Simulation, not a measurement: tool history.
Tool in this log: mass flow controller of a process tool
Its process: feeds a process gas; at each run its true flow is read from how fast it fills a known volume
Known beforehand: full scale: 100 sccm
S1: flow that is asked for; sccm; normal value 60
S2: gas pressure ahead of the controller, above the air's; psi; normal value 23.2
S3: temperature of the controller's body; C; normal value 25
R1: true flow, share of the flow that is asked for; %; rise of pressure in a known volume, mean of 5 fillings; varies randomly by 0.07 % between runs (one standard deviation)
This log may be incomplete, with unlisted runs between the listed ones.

{"run": 1, "hour": 0.0, "S1": 60, "S2": 23.2, "S3": 25, "R1": 98.73}
{"run": 2, "hour": 219.7, "S1": 60, "S2": 23.2, "S3": 25, "R1": 98.94}
{"run": 3, "hour": 509.5, "S1": 60, "S2": 23.2, "S3": 25, "R1": 98.87}
{"run": 4, "hour": 721.7, "S1": 60, "S2": 23.2, "S3": 25, "R1": 98.87}
{"run": 5, "hour": 991.6, "S1": 60, "S2": 38.4, "S3": 25, "R1": 99.3}
{"run": 6, "hour": 1216.0, "S1": 60, "S2": 38.4, "S3": 25, "R1": 99.36}
{"run": 7, "hour": 1474.0, "S1": 60, "S2": 38.4, "S3": 25, "R1": 99.34}
{"run": 8, "hour": 1755.4, "S1": 12, "S2": 23.2, "S3": 25, "R1": 97.63}
{"run": 9, "hour": 1907.9, "S1": 12, "S2": 26.3, "S3": 25, "R1": 97.88}
{"run": 10, "hour": 2084.8, "S1": 21, "S2": 23.2, "S3": 25, "R1": 98.0}
{"run": 11, "hour": 2356.5, "S1": 21, "S2": 23.2, "S3": 25, "R1": 97.94}
{"run": 12, "hour": 2570.5, "S1": 21, "S2": 23.2, "S3": 25, "R1": 98.01}
{"run": 13, "hour": 2821.9, "S1": 13, "S2": 38.4, "S3": 25, "R1": 98.17}
{"run": 14, "hour": 3053.9, "S1": 13, "S2": 38.4, "S3": 22, "R1": 98.7}
{"run": 15, "hour": 3263.5, "S1": 25, "S2": 29.3, "S3": 27, "R1": 98.1}
{"run": 16, "hour": 3536.9, "S1": 25, "S2": 29.3, "S3": 27, "R1": 98.15}
{"run": 17, "hour": 3728.6, "S1": 12, "S2": 23.2, "S3": 39, "R1": 96.24}
{"run": 18, "hour": 3935.5, "S1": 60, "S2": 23.2, "S3": 29, "R1": 98.71}
{"run": 19, "hour": 4107.6, "S1": 60, "S2": 23.2, "S3": 29, "R1": 98.7}
{"run": 20, "hour": 4339.7, "S1": 34, "S2": 20.7, "S3": 21, "R1": 98.98}
{"run": 21, "hour": 4509.1, "S1": 34, "S2": 20.7, "S3": 21, "R1": 98.77}

Forecast each of these 4 alternatives for the next run:
{"run": "A", "hour": 4685.5, "S1": 34, "S2": 29.9, "S3": 22, "R1": "?"}
{"run": "B", "hour": 4685.5, "S1": 11, "S2": 21.6, "S3": 39, "R1": "?"}
{"run": "C", "hour": 4685.5, "S1": 28, "S2": 20.7, "S3": 21, "R1": "?"}
{"run": "D", "hour": 4685.5, "S1": 17, "S2": 23.2, "S3": 38, "R1": "?"}

run=A R1=99.12
run=B R1=96.19
run=C R1=98.83
run=D R1=96.50
Take away the tool's hidden state, keep each run's random variation, and the runs would have read:
run=A R1=98.66
run=B R1=95.73
run=C R1=98.36
run=D R1=96.05

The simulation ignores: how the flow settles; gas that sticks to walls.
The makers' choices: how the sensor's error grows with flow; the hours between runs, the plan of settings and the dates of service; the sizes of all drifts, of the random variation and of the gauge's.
